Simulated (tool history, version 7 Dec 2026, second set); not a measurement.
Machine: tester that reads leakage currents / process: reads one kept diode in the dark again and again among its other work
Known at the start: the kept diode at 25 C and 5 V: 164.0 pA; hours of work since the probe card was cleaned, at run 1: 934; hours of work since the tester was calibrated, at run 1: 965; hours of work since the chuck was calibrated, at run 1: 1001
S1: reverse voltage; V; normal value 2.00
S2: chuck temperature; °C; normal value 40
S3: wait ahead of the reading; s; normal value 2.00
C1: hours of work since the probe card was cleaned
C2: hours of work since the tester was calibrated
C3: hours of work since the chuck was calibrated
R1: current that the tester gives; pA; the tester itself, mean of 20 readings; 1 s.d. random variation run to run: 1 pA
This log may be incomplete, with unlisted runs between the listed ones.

Run 1, hour 0.0: usual settings; C1 934; C2 965; C3 1001. Result: R1 359.25 pA.
Run 2, hour 22.1: usual settings; C1 948; C2 979; C3 1015. Result: R1 357.41 pA.
Run 3, hour 44.2: usual settings; C1 963; C2 993; C3 1030. Result: R1 358.46 pA.
Run 4, hour 69.7: usual settings but S1 6.59 V; C1 979; C2 1010; C3 1046. Result: R1 734.35 pA.
Run 5, hour 100.8: usual settings; C1 999; C2 1030; C3 1066. Result: R1 359.87 pA.
Run 6, hour 127.0: usual settings; C1 1016; C2 1047; C3 1083. Result: R1 358.62 pA.
Run 7, hour 156.9: usual settings; C1 1036; C2 1066; C3 1103. Result: R1 357.90 pA.
Run 8, hour 177.4: usual settings but S2 30 °C, S3 0.99 s; C1 1049; C2 1079; C3 1116. Result: R1 154.98 pA.
Run 9, hour 208.8: usual settings but S2 30 °C, S3 0.99 s; C1 1069; C2 1100; C3 1136. Result: R1 154.84 pA.
Run 10, hour 247.5: usual settings but S2 30 °C, S3 0.99 s; C1 1094; C2 1125; C3 1161. Result: R1 155.11 pA.
Run 11, hour 277.1: usual settings but S3 1.59 s; C1 1113; C2 1144; C3 1180. Result: R1 360.16 pA.
Run 12, hour 298.6: usual settings but S1 1.52 V, S2 36 °C, S3 0.43 s; C1 1127; C2 1158; C3 1194. Result: R1 219.65 pA.
Run 13, hour 324.6: usual settings but S1 1.11 V, S3 1.97 s; C1 1144; C2 1175; C3 1211. Result: R1 252.49 pA.

Each row is a separate what-if for the run after 13, all from the same tool condition, not one after another. Results?
Run A, hour 363.3: usual settings but S1 1.17 V, S2 37 °C, S3 1.97 s; C1 1169; C2 1200; C3 1236. Result: R1 ?.
Run B, hour 363.3: usual settings but S1 8.86 V, S2 34 °C; C1 1169; C2 1200; C3 1236. Result: R1 ?.
Run C, hour 363.3: usual settings but S1 6.74 V, S2 25 °C, S3 0.33 s; C1 1169; C2 1200; C3 1236. Result: R1 ?.
Run D, hour 363.3: usual settings but S1 10.59 V, S2 36 °C, S3 1.65 s; C1 1169; C2 1200; C3 1236. Result: R1 ?.
Run E, hour 363.3: usual settings but S1 4.74 V, S2 55 °C, S3 1.94 s; C1 1169; C2 1200; C3 1236. Result: R1 ?.

run       R1
  A   204.61
  B   536.73
  C   213.16
  D   707.49
  E  1944.01
Had the tool no hidden state, the same runs would have come out as:
run       R1
  A   197.25
  B   509.68
  C   197.97
  D   673.48
  E  1888.43
